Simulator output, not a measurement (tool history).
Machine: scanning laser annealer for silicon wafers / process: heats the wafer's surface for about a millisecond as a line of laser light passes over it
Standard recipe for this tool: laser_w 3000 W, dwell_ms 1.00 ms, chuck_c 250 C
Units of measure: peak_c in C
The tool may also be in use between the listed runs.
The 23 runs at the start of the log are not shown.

run,day,laser_w,dwell_ms,chuck_c,hours of work since the window was cleaned,hours of work since the power meter was calibrated,hours of work since the optics were aligned,peak_c
24,19.529,2745,1.11,270,36,512,1157,943
25,20.375,2745,1.11,270,46,523,1168,941
26,20.996,2724,0.90,270,54,530,1175,873
27,21.900,3000,1.11,246,65,542,1187,984
28,22.708,2866,1.07,236,75,552,1197,925
29,23.967,2866,1.07,236,91,567,1212,929
30,24.983,2866,1.07,236,103,580,1225,923
31,25.683,2866,1.07,236,112,589,1234,921
32,26.896,2614,1.01,231,127,604,1249,840
33,27.871,2614,1.01,231,139,616,1261,841
34,28.733,2696,1.11,288,150,626,1272,948
35,29.779,2696,0.76,274,163,639,1285,817
36,30.738,2696,0.76,274,175,651,1296,818
37,31.533,3000,1.16,269,185,661,1306,1016
38,32.667,2558,0.85,239,199,675,1320,784
39,33.483,3006,0.94,245,209,685,1331,920
40,34.029,3035,0.76,241,216,692,1337,856

Forecast each of these 4 alternatives for the next run:
A,35.129,3080,1.11,249,229,706,1351,?
B,35.129,3000,1.10,250,229,706,1351,?
C,35.129,3217,1.20,250,229,706,1351,?
D,35.129,3035,0.76,241,229,706,1351,?

run,peak_c
A,1000
B,974
C,1063
D,855
The same runs, with their run-to-run variation unchanged, on a tool lacking any hidden condition would have given:
run,peak_c
A,1018
B,991
C,1082
D,869
